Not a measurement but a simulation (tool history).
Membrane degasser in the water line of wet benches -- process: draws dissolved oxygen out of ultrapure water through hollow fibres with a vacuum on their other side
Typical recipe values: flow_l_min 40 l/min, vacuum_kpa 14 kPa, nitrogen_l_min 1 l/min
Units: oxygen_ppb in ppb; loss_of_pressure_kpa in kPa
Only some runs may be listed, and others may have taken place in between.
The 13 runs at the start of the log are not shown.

run     day  flow_l_min  vacuum_kpa  nitrogen_l_min  hours since the membrane was changed  hours since the vacuum gauge was calibrated  hours since the vacuum lines were made tight  oxygen_ppb  loss_of_pressure_kpa
 14  19.488          40        22.9               1                                  1942                                         1223                                           156      1533.4                  55.5
 15  21.054          40        22.9               1                                  1980                                         1261                                           194      1561.1                 55.26
 16  22.233          40        22.9               1                                  2008                                         1289                                           222      1561.9                 55.21
 17  23.517          40        22.9               1                                  2039                                         1320                                           253      1555.5                  55.5
 18  25.292          40        10.1               1                                  2082                                         1362                                           295         756                 55.45
 19  27.192          37        10.1            1.13                                  2127                                         1408                                           341       651.2                  51.1
 20  28.538          37        10.1            1.13                                  2159                                         1440                                           373       648.6                 50.84
 21  30.762          38          14            1.14                                  2213                                         1494                                           427       897.3                 52.49
 22  32.917          59          14            1.14                                  2265                                         1545                                           478      1392.9                 81.26
 23  34.379          56         9.9            2.85                                  2300                                         1580                                           514         748                 77.55
 24   35.55          56         9.9            2.85                                  2328                                         1609                                           542       755.6                 76.99
 25  36.788          56         9.9            2.85                                  2357                                         1638                                           571       740.1                 77.26
 26  38.429          56         9.9            2.85                                  2397                                         1678                                           611       762.4                 77.16
 27  39.996          25        21.1            1.63                                  2434                                         1715                                           648       667.9                 34.54
 28  41.542          46          10            0.56                                  2472                                         1752                                           685      1158.8                 63.49
 29  43.133          46          10            0.56                                  2510                                         1791                                           724      1150.4                 63.13
 30  44.525          46          10            0.56                                  2543                                         1824                                           757      1152.2                 63.15
 31   46.15          35        16.8            1.28                                  2582                                         1863                                           796       901.8                 48.14

Below are 3 alternative next runs, each starting from the tool's condition after run 31. Predict each:
  A  48.512          30        17.5            0.72                                  2639                                         1920                                           853           ?                     ?
  B  48.512          40        13.6            1.35                                  2639                                         1920                                           853           ?                     ?
  C  48.512          25          14               1                                  2639                                         1920                                           853           ?                     ?

run  oxygen_ppb  loss_of_pressure_kpa
  A      1154.2                 41.22
  B       831.4                 54.85
  C       630.3                 34.27
Take away the tool's hidden state, keep each run's random variation, and the runs would have read:
run  oxygen_ppb  loss_of_pressure_kpa
  A      1154.1                 41.86
  B       831.2                  55.7
  C       630.2                 34.81

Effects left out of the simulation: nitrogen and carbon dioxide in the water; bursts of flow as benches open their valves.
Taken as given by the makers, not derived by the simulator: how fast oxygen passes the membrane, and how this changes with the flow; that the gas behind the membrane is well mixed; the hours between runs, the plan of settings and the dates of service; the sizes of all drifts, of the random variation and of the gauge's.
